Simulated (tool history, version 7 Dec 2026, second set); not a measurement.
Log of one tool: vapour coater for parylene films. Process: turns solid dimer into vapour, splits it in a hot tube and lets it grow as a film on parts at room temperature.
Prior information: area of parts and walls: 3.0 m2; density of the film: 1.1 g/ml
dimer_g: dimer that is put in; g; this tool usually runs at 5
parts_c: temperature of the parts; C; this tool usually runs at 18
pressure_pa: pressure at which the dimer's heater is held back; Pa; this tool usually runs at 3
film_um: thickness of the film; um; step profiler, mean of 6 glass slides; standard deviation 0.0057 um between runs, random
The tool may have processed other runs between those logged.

run,hour,dimer_g,parts_c,pressure_pa,film_um
1,0,5,18,3,1.076
2,24.5,5,18,3,1.071
3,44.7,3,18,3,0.644
4,57.7,5,18,3,1.067
5,76.6,3,18,3,0.642
6,98.5,3,18,3,0.649
7,119.1,3,14,3,0.717
8,130,3,14,3,0.71
9,150.8,5,18,3,1.063
10,175.2,5,18,3,1.062
11,198.2,5,18,3,1.067
12,210.9,5,18,3,1.063
13,225.4,5,18,3,1.061
14,249.4,5,18,3,1.063
15,259.7,5,18,3,1.06
16,280,5,18,3,1.06
17,291.5,5,17,3,1.09
18,308.7,5,18,3,1.059
19,330,5,23,3,0.926
20,346.7,5,23,3,0.927
21,364.5,5,19,3,1.022
22,375.9,5,19,3,1.031
23,398.1,5,19,3,1.022
24,413.6,5,19,3,1.013
25,428.1,5,19,3,1.018
26,451.5,5,19,3,1.012
27,476.1,4,25,5.74,0.621
28,493.3,4,13,5.31,0.843
29,512.7,4,13,5.31,0.846
30,536.7,5,15,8.42,0.891
31,555.7,8,15,4.86,1.612
# hour 561.8: trap's valve overhauled
32,579.3,5,20,12,0.73
33,601.8,5,20,12,0.718
34,620.3,3,26,3,0.509
35,634.3,3,26,3,0.489
36,648.7,5,18,3.7,0.969
37,661.6,5,18,3.7,0.965
38,679.8,5,18,3.7,0.962
39,691.6,5,18,2.16,1.083
40,702.1,2,18,3.19,0.4
# hour 712.9: trap's valve overhauled, once more
41,721,5,22,10.97,0.742
42,739.3,5,22,10.97,0.757
43,750.6,5,18,5.74,0.946
44,773.7,5,18,4.23,1.014
45,790.5,4,18,5.77,0.759
46,801.3,4,28,11.94,0.504

Pick out some run-to-run changes in film_um. Of each, how much would a tool without hidden state show as well, from the settings, what came in and chance, and how much is left for the hidden state and any gauge scatter not in both results compared?
Hidden state at play: vapour lost through the trap's worn valve, %; true temperature of the parts over the reading, C; drift of the gauge itself on film_um, %.
Run 30 -> 31: dimer_g 5 -> 8, pressure_pa 8.42 -> 4.86. film_um +0.721 um: hidden state -0.038, all else +0.759.
Run 31 -> 32: dimer_g 8 -> 5, parts_c 15 -> 20, pressure_pa 4.86 -> 12, trap's valve overhauled. film_um -0.882 um: hidden state +0.028, all else -0.91.
Run 35 -> 36: dimer_g 3 -> 5, parts_c 26 -> 18, pressure_pa 3 -> 3.7. film_um +0.48 um: hidden state -0.039, all else +0.519.
Run 39 -> 40: dimer_g 5 -> 2, pressure_pa 2.16 -> 3.19. film_um -0.683 um: hidden state +0.056, all else -0.739.

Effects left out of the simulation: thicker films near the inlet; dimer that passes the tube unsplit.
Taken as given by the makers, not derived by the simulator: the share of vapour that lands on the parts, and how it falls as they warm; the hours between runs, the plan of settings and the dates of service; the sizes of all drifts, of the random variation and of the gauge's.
